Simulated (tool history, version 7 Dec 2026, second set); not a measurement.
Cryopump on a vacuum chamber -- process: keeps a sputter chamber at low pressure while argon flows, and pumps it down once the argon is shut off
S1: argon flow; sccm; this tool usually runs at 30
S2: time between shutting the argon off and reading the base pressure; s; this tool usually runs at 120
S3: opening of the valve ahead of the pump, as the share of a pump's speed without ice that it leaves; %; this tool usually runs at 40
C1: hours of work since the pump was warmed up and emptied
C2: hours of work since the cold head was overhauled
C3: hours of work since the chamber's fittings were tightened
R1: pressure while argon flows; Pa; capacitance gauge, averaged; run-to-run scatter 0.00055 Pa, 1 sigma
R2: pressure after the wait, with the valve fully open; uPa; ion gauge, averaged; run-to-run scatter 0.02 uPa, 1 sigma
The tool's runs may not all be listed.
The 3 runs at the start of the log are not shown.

| run | hour | S1 | S2 | S3 | C1 | C2 | C3 | R1 | R2 |
|---|---|---|---|---|---|---|---|---|---|
| 4 | 44.5 | 30 | 120 | 40 | 347 | 347 | 2976 | 0.0669 | 2.08 |
| 5 | 60.7 | 30 | 120 | 17 | 358 | 358 | 2988 | 0.1449 | 2.12 |
| 6 | 78.6 | 30 | 120 | 17 | 371 | 371 | 3001 | 0.1468 | 2.2 |
| 7 | 95 | 30 | 120 | 40 | 383 | 383 | 3013 | 0.0673 | 2.17 |
|  | 102.6 | pump warmed up, emptied and cooled again |
| 8 | 115 | 30 | 120 | 40 | 9 | 394 | 3023 | 0.0588 | 1.63 |
| 9 | 129.4 | 30 | 120 | 47 | 19 | 405 | 3034 | 0.0516 | 1.64 |
| 10 | 141.9 | 30 | 120 | 47 | 29 | 414 | 3043 | 0.0502 | 1.65 |
| 11 | 152.7 | 30 | 256 | 47 | 36 | 422 | 3051 | 0.0495 | 1.58 |
| 12 | 168.8 | 30 | 256 | 47 | 48 | 434 | 3063 | 0.0517 | 1.7 |
| 13 | 186.5 | 30 | 120 | 35 | 61 | 446 | 3075 | 0.0681 | 1.7 |
| 14 | 204.6 | 30 | 120 | 35 | 74 | 460 | 3089 | 0.0679 | 1.69 |
| 15 | 217.4 | 30 | 120 | 35 | 84 | 469 | 3098 | 0.0673 | 1.73 |
| 16 | 229.2 | 30 | 40 | 35 | 92 | 477 | 3107 | 0.0681 | 2.08 |
| 17 | 241.2 | 30 | 120 | 19 | 101 | 486 | 3115 | 0.1248 | 1.83 |
| 18 | 252.5 | 30 | 120 | 30 | 109 | 494 | 3123 | 0.0806 | 1.78 |
| 19 | 263.4 | 14 | 56 | 52 | 117 | 502 | 3131 | 0.0221 | 1.96 |
| 20 | 272.9 | 14 | 56 | 52 | 124 | 509 | 3138 | 0.0224 | 1.98 |
| 21 | 290.2 | 17 | 72 | 52 | 137 | 522 | 3151 | 0.0268 | 2.05 |

Run 22 has not been measured yet. What should we expect?
| 22 | 302.6 | 56 | 220 | 32 | 146 | 531 | 3160 | ? | ? |

R1: 0.1423 Pa
R2: 1.87 uPa
With the hidden condition absent and the run-to-run variation left alone, this run would have shown R1 0.1367 Pa, R2 0.23 uPa.

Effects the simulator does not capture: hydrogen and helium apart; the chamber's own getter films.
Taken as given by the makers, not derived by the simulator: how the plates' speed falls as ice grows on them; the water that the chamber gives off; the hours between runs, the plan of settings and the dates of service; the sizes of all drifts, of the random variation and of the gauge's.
